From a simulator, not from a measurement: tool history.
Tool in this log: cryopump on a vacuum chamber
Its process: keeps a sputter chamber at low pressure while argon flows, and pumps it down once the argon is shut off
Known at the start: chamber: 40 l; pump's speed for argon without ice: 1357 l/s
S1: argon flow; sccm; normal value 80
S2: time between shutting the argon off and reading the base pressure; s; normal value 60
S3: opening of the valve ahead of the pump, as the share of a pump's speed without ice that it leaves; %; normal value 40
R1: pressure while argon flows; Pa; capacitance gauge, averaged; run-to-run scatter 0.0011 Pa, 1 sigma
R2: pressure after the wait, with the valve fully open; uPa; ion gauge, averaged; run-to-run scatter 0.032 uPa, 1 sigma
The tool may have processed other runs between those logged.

run	hour	S1	S2	S3	R1	R2
1	0.0	80	60	40	0.2555	1.69
2	69.0	80	50	40	0.2528	2.10
3	152.4	59	50	40	0.1875	2.10
4	206.9	119	60	40	0.3836	1.87
5	266.6	80	60	40	0.2585	1.91
6	348.2	80	60	40	0.2635	2.02
7	405.7	102	60	40	0.3324	2.02
8	449.1	102	60	40	0.3352	2.02
9	519.5	102	60	40	0.3388	2.16
10	584.0	102	60	40	0.3425	2.20
11	628.6	102	60	40	0.3427	2.22
12	696.8	76	186	23	0.4332	1.36
13	753.7	80	241	50	0.2217	1.28
14	820.3	80	241	50	0.2229	1.26
15	903.9	78	233	50	0.2197	1.45
16	969.9	84	80	23	0.4878	2.17

Estimate the outcome of run 17 from the log above:
# hour 1038.4: pump warmed up, emptied and cooled again
17	1059.1	44	135	19	?	?

R1: 0.2899 Pa
R2: 1.59 uPa
Had the tool carried no hidden state, the very same run would have given R1 0.2882 Pa, R2 0.85 uPa.
